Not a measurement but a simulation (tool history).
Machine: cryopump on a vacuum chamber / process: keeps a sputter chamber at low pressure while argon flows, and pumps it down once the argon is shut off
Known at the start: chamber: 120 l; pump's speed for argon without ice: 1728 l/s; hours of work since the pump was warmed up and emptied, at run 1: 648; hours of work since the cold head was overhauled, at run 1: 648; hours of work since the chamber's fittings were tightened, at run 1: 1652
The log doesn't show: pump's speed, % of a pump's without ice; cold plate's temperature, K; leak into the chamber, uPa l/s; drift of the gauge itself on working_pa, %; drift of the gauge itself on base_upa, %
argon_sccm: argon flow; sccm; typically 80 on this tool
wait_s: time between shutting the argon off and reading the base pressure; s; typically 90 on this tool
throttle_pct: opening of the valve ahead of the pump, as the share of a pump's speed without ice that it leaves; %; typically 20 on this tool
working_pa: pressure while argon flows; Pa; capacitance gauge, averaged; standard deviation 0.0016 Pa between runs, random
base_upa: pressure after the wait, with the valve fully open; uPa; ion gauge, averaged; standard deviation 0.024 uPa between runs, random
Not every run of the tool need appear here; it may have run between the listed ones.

run	day	argon_sccm	wait_s	throttle_pct	hours of work since the pump was warmed up and emptied	hours of work since the cold head was overhauled	hours of work since the chamber's fittings were tightened	working_pa	base_upa
1	0	80	90	20	648	648	1652	0.4202	2.12
2	3.708	80	90	20	696	696	1701	0.4234	2.21
3	7.038	80	90	20	739	739	1744	0.4242	2.31
# day 8.229: pump warmed up, emptied and cooled again
4	9.208	80	90	57	13	764	1769	0.1391	1.93
5	12.067	80	90	39	50	801	1806	0.2037	1.95
6	13.938	80	31	20	74	826	1830	0.3937	3.16
7	17.004	80	31	20	114	865	1870	0.3958	3.26
8	19.108	94	90	20	141	893	1897	0.4678	2.01
9	21.471	94	90	20	172	923	1928	0.4692	2.09
10	23.654	94	90	20	200	951	1956	0.4689	2.07
11	25.346	94	90	20	222	973	1978	0.4715	2.16
12	27.154	94	90	20	245	997	2002	0.4676	2.15
13	30.325	94	90	20	286	1038	2043	0.47	2.14
14	32.454	94	90	20	314	1065	2070	0.4746	2.17
15	34.762	94	90	20	344	1095	2100	0.4775	2.27
16	37.738	94	90	20	382	1134	2139	0.4778	2.32
17	41.571	80	90	20	432	1183	2188	0.4102	2.41
18	43.496	80	63	55	457	1208	2213	0.1606	2.75
19	45.858	77	90	21	487	1239	2244	0.3777	2.5
20	49.567	80	90	24	535	1287	2292	0.3485	2.56
21	51.283	97	60	24	558	1309	2314	0.4279	2.97
22	54.196	87	77	24	595	1347	2352	0.3818	2.76
23	55.904	66	32	45	618	1369	2374	0.165	3.92
24	59	45	165	45	658	1409	2414	0.1141	2.47
25	62.267	45	165	45	700	1452	2456	0.1151	2.57
26	64.158	74	165	26	724	1476	2481	0.3073	2.57
# day 66.433: pump warmed up, emptied and cooled again
27	67.95	80	90	50	20	1522	2527	0.158	2.2
28	71.438	80	257	20	65	1568	2572	0.3922	1.92
29	75.225	80	45	23	114	1617	2622	0.3424	3.1
30	77.738	81	169	24	146	1649	2654	0.3338	2.11
# day 79.704: leaking fittings of the chamber tightened, without venting
31	81.196	81	169	24	190	1693	19	0.3363	0.56
32	83.679	81	169	24	222	1725	51	0.3386	0.57
33	86.654	81	169	24	261	1764	90	0.3429	0.62
34	89.4	37	169	25	296	1799	126	0.1497	0.65

Some steps in working_pa, run to run, broken into two amounts with sign: the step expected even without the hidden condition (settings, incoming material, random variation), and the rest, left for the hidden condition together with whatever gauge scatter is not in both the measured and the hidden-condition-free result:
Run 3 -> 4: throttle_pct 20 -> 57, pump warmed up, emptied and cooled again. working_pa -0.2851 Pa: hidden state -0.032, all else -0.2531.
Run 17 -> 18: wait_s 90 -> 63, throttle_pct 20 -> 55. working_pa -0.2496 Pa: hidden state +0.0009, all else -0.2505.
Run 25 -> 26: argon_sccm 45 -> 74, throttle_pct 45 -> 26. working_pa +0.1922 Pa: hidden state +0.0125, all else +0.1797.
Run 26 -> 27: argon_sccm 74 -> 80, wait_s 165 -> 90, throttle_pct 26 -> 50, pump warmed up, emptied and cooled again. working_pa -0.1493 Pa: hidden state -0.0281, all else -0.1212.
Run 27 -> 28: wait_s 90 -> 257, throttle_pct 50 -> 20. working_pa +0.2342 Pa: hidden state +0.0014, all else +0.2328.
